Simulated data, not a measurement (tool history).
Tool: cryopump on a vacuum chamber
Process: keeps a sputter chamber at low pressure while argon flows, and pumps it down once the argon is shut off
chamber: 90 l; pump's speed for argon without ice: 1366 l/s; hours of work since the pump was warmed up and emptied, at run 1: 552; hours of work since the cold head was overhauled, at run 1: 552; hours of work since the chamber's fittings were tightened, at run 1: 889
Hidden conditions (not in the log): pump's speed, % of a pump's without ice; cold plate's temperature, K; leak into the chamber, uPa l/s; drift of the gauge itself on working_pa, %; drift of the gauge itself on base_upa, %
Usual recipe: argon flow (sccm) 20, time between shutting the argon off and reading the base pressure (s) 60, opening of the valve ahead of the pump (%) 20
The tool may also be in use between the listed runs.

run,hour,argon flow (sccm),time between shutting the argon off and reading the base pressure (s),opening of the valve ahead of the pump (%),hours of work since the pump was warmed up and emptied,hours of work since the cold head was overhauled,hours of work since the chamber's fittings were tightened,pressure while argon flows (Pa),pressure after the wait (uPa)
1,0,20,60,20,552,552,889,0.1278,2.98
2,8.8,20,60,20,558,558,895,0.1282,3.04
3,19.3,20,60,20,566,566,903,0.1263,2.96
4,31.9,20,60,20,575,575,912,0.1291,3.02
5,41.5,20,60,21,582,582,919,0.1224,3.03
6,60.3,20,60,21,595,595,932,0.1217,3.09
7,74.7,20,60,21,606,606,943,0.122,3.09
8,83.1,20,60,20,612,612,949,0.129,3.17
9,91.6,11,136,19,618,618,955,0.0743,2.63
10,100.5,11,136,19,624,624,961,0.0736,2.64
11,117.1,9,23,25,636,636,973,0.0473,4.67
12,130.8,25,23,25,646,646,983,0.1302,4.78
13,139.5,16,49,25,652,652,989,0.0829,3.66
14,157.4,10,49,43,665,665,1002,0.0309,3.41

What will run 15 give?
15,167.9,20,109,26,673,673,1010,?,?

pressure while argon flows (Pa): 0.1
pressure after the wait (uPa): 2.88
Had the tool carried no hidden state, the very same run would have given pressure while argon flows (Pa) 0.0948, pressure after the wait (uPa) 0.76.
